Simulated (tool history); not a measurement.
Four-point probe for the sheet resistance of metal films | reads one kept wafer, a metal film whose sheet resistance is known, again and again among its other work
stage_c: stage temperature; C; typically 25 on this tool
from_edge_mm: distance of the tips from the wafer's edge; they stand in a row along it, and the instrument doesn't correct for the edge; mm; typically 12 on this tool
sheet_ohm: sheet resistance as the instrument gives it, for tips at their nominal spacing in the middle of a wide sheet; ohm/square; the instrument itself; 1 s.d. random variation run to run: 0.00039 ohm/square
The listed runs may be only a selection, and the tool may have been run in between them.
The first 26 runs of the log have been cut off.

{"run": 27, "hour": 611.9, "stage_c": 33, "from_edge_mm": 67, "sheet_ohm": 1.930972}
{"run": 28, "hour": 643.8, "stage_c": 25, "from_edge_mm": 44, "sheet_ohm": 1.930124}
{"run": 29, "hour": 669.7, "stage_c": 18, "from_edge_mm": 10, "sheet_ohm": 1.94028}
{"run": 30, "hour": 705.2, "stage_c": 31, "from_edge_mm": 33, "sheet_ohm": 1.930827}
{"run": 31, "hour": 723.2, "stage_c": 21, "from_edge_mm": 8, "sheet_ohm": 1.945995}
{"hour": 742.3, "done": "stage's thermometer calibrated"}
{"run": 32, "hour": 755.0, "stage_c": 25, "from_edge_mm": 41, "sheet_ohm": 1.930907}
{"run": 33, "hour": 770.1, "stage_c": 35, "from_edge_mm": 4, "sheet_ohm": 1.993083}
{"run": 34, "hour": 787.2, "stage_c": 23, "from_edge_mm": 24, "sheet_ohm": 1.932035}
{"run": 35, "hour": 807.8, "stage_c": 25, "from_edge_mm": 6, "sheet_ohm": 1.958902}
{"run": 36, "hour": 828.4, "stage_c": 33, "from_edge_mm": 13, "sheet_ohm": 1.935799}
{"run": 37, "hour": 845.3, "stage_c": 23, "from_edge_mm": 9, "sheet_ohm": 1.943188}
{"run": 38, "hour": 864.0, "stage_c": 23, "from_edge_mm": 9, "sheet_ohm": 1.943548}
{"run": 39, "hour": 888.6, "stage_c": 23, "from_edge_mm": 9, "sheet_ohm": 1.94294}
{"run": 40, "hour": 914.8, "stage_c": 30, "from_edge_mm": 8, "sheet_ohm": 1.946707}
{"run": 41, "hour": 932.2, "stage_c": 30, "from_edge_mm": 8, "sheet_ohm": 1.946999}
{"run": 42, "hour": 962.2, "stage_c": 25, "from_edge_mm": 9, "sheet_ohm": 1.942831}
{"run": 43, "hour": 977.2, "stage_c": 25, "from_edge_mm": 9, "sheet_ohm": 1.942467}
{"run": 44, "hour": 995.7, "stage_c": 24, "from_edge_mm": 22, "sheet_ohm": 1.932369}
{"run": 45, "hour": 1016.2, "stage_c": 27, "from_edge_mm": 17, "sheet_ohm": 1.933773}
{"run": 46, "hour": 1035.5, "stage_c": 33, "from_edge_mm": 41, "sheet_ohm": 1.931328}

What if the next run were any one of these 3? Each begins from the tool's condition after run 46:
{"run": "A", "hour": 1063.2, "stage_c": 33, "from_edge_mm": 51, "sheet_ohm": "?"}
{"run": "B", "hour": 1063.2, "stage_c": 35, "from_edge_mm": 18, "sheet_ohm": "?"}
{"run": "C", "hour": 1063.2, "stage_c": 30, "from_edge_mm": 43, "sheet_ohm": "?"}

run=A sheet_ohm=1.930537
run=B sheet_ohm=1.933427
run=C sheet_ohm=1.930856
Stripped of hidden state, with their random variation kept, the same runs would have yielded:
run=A sheet_ohm=1.930546
run=B sheet_ohm=1.933437
run=C sheet_ohm=1.930866
